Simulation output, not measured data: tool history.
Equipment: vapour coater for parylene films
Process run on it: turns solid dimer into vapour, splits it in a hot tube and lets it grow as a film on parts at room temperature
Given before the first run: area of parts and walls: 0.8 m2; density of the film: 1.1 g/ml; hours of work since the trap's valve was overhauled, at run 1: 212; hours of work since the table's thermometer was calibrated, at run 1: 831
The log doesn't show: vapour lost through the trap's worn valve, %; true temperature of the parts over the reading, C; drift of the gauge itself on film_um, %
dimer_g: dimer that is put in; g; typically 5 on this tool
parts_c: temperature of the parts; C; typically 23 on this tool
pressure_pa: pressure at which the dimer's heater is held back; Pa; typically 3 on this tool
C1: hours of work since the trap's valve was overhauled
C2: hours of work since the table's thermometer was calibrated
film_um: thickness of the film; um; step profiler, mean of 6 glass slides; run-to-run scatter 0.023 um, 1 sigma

run 1 hour=0 | dimer_g=5 parts_c=23 pressure_pa=3 | C1=212 C2=831 | film_um=4
run 2 hour=45.9 | dimer_g=5 parts_c=23 pressure_pa=3 | C1=235 C2=854 | film_um=4.03
run 3 hour=87 | dimer_g=5 parts_c=23 pressure_pa=2.64 | C1=256 C2=875 | film_um=4.13
run 4 hour=125.6 | dimer_g=5 parts_c=23 pressure_pa=2.64 | C1=275 C2=894 | film_um=4.1
run 5 hour=172.6 | dimer_g=5 parts_c=23 pressure_pa=2.64 | C1=299 C2=918 | film_um=4.05
run 6 hour=216 | dimer_g=5 parts_c=23 pressure_pa=3 | C1=321 C2=940 | film_um=3.9
run 7 hour=239 | dimer_g=7 parts_c=23 pressure_pa=3 | C1=333 C2=951 | film_um=5.51
run 8 hour=263.4 | dimer_g=7 parts_c=23 pressure_pa=3 | C1=345 C2=964 | film_um=5.51
run 9 hour=289.4 | dimer_g=7 parts_c=23 pressure_pa=3 | C1=358 C2=977 | film_um=5.51
run 10 hour=318.9 | dimer_g=7 parts_c=23 pressure_pa=3 | C1=373 C2=992 | film_um=5.51
run 11 hour=356.6 | dimer_g=5 parts_c=23 pressure_pa=3 | C1=392 C2=1011 | film_um=3.93
run 12 hour=396 | dimer_g=5 parts_c=23 pressure_pa=3 | C1=412 C2=1030 | film_um=3.96
run 13 hour=415.5 | dimer_g=5 parts_c=23 pressure_pa=3 | C1=421 C2=1040 | film_um=3.94
run 14 hour=456.1 | dimer_g=5 parts_c=23 pressure_pa=3 | C1=442 C2=1061 | film_um=3.92
run 15 hour=490.9 | dimer_g=5 parts_c=18 pressure_pa=3 | C1=459 C2=1078 | film_um=4.8
run 16 hour=537.5 | dimer_g=5 parts_c=18 pressure_pa=3 | C1=483 C2=1102 | film_um=4.8
run 17 hour=557.2 | dimer_g=5 parts_c=18 pressure_pa=3 | C1=493 C2=1112 | film_um=4.75
-- hour=596.6 trap's valve overhauled
run 18 hour=606.4 | dimer_g=5 parts_c=18 pressure_pa=3 | C1=5 C2=1134 | film_um=4.98
run 19 hour=639.7 | dimer_g=5 parts_c=18 pressure_pa=3 | C1=22 C2=1151 | film_um=4.97
run 20 hour=677.6 | dimer_g=5 parts_c=18 pressure_pa=3 | C1=41 C2=1170 | film_um=5.03
run 21 hour=697 | dimer_g=5 parts_c=23 pressure_pa=3 | C1=51 C2=1180 | film_um=4.03
run 22 hour=737.9 | dimer_g=5 parts_c=17 pressure_pa=3 | C1=71 C2=1201 | film_um=5.19
run 23 hour=781.9 | dimer_g=5 parts_c=17 pressure_pa=3 | C1=93 C2=1223 | film_um=5.15
run 24 hour=815.4 | dimer_g=5 parts_c=17 pressure_pa=3 | C1=110 C2=1240 | film_um=5.14
run 25 hour=835.5 | dimer_g=5 parts_c=34 pressure_pa=4.78 | C1=120 C2=1250 | film_um=2.38
run 26 hour=862.1 | dimer_g=5 parts_c=23 pressure_pa=11.01 | C1=134 C2=1263 | film_um=3.15
run 27 hour=907.7 | dimer_g=5 parts_c=23 pressure_pa=11.01 | C1=157 C2=1286 | film_um=3.14
run 28 hour=944.3 | dimer_g=5 parts_c=23 pressure_pa=11.01 | C1=175 C2=1305 | film_um=3.1
run 29 hour=971.9 | dimer_g=5 parts_c=23 pressure_pa=4.87 | C1=189 C2=1318 | film_um=3.65
run 30 hour=999.1 | dimer_g=3 parts_c=23 pressure_pa=5.26 | C1=203 C2=1332 | film_um=2.14
run 31 hour=1043.9 | dimer_g=3 parts_c=23 pressure_pa=5.26 | C1=225 C2=1355 | film_um=2.18
run 32 hour=1085.9 | dimer_g=3 parts_c=23 pressure_pa=4.92 | C1=246 C2=1376 | film_um=2.17
run 33 hour=1122.3 | dimer_g=3 parts_c=24 pressure_pa=3.65 | C1=265 C2=1394 | film_um=2.22
run 34 hour=1152.2 | dimer_g=5 parts_c=19 pressure_pa=3 | C1=280 C2=1409 | film_um=4.71
run 35 hour=1177.7 | dimer_g=8 parts_c=23 pressure_pa=8.39 | C1=293 C2=1422 | film_um=5.2
run 36 hour=1223.2 | dimer_g=8 parts_c=23 pressure_pa=8.39 | C1=316 C2=1445 | film_um=5.25
run 37 hour=1265.2 | dimer_g=4 parts_c=23 pressure_pa=3.55 | C1=337 C2=1466 | film_um=3.06
run 38 hour=1290.7 | dimer_g=3 parts_c=16 pressure_pa=2.94 | C1=350 C2=1479 | film_um=3.13
run 39 hour=1337.9 | dimer_g=3 parts_c=16 pressure_pa=2.94 | C1=373 C2=1503 | film_um=3.14
run 40 hour=1373.1 | dimer_g=2 parts_c=33 pressure_pa=4.05 | C1=391 C2=1521 | film_um=0.98
run 41 hour=1400.2 | dimer_g=2 parts_c=33 pressure_pa=4.05 | C1=405 C2=1534 | film_um=0.99
run 42 hour=1425.3 | dimer_g=2 parts_c=33 pressure_pa=4.05 | C1=417 C2=1547 | film_um=0.98
run 43 hour=1469.9 | dimer_g=7 parts_c=35 pressure_pa=8.15 | C1=440 C2=1569 | film_um=2.84
run 44 hour=1517.4 | dimer_g=7 parts_c=35 pressure_pa=8.15 | C1=464 C2=1593 | film_um=2.8
run 45 hour=1541.5 | dimer_g=5 parts_c=23 pressure_pa=2.93 | C1=476 C2=1605 | film_um=3.92
run 46 hour=1582.1 | dimer_g=7 parts_c=23 pressure_pa=3 | C1=496 C2=1626 | film_um=5.48
-- hour=1614 trap's valve overhauled
run 47 hour=1633 | dimer_g=7 parts_c=23 pressure_pa=3 | C1=10 C2=1649 | film_um=5.68
run 48 hour=1678.9 | dimer_g=8 parts_c=23 pressure_pa=2.83 | C1=33 C2=1672 | film_um=6.58

Measured result minus the same run's result without the hidden state. Both carry the same run-to-run variation, though not necessarily the same gauge scatter:
run=1 film_um=-0.13
run=2 film_um=-0.14
run=3 film_um=-0.14
run=4 film_um=-0.15
run=5 film_um=-0.16
run=6 film_um=-0.17
run=7 film_um=-0.23
run=8 film_um=-0.25
run=9 film_um=-0.25
run=10 film_um=-0.26
run=11 film_um=-0.19
run=12 film_um=-0.2
run=13 film_um=-0.21
run=14 film_um=-0.21
run=15 film_um=-0.27
run=16 film_um=-0.28
run=17 film_um=-0.27
run=18 film_um=-0.07
run=19 film_um=-0.07
run=20 film_um=-0.08
run=21 film_um=-0.08
run=22 film_um=-0.1
run=23 film_um=-0.11
run=24 film_um=-0.12
run=25 film_um=-0.05
run=26 film_um=-0.08
run=27 film_um=-0.09
run=28 film_um=-0.09
run=29 film_um=-0.11
run=30 film_um=-0.07
run=31 film_um=-0.07
run=32 film_um=-0.08
run=33 film_um=-0.08
run=34 film_um=-0.18
run=35 film_um=-0.2
run=36 film_um=-0.22
run=37 film_um=-0.13
run=38 film_um=-0.14
run=39 film_um=-0.15
run=40 film_um=-0.05
run=41 film_um=-0.05
run=42 film_um=-0.05
run=43 film_um=-0.15
run=44 film_um=-0.16
run=45 film_um=-0.22
run=46 film_um=-0.33
run=47 film_um=-0.11
run=48 film_um=-0.15
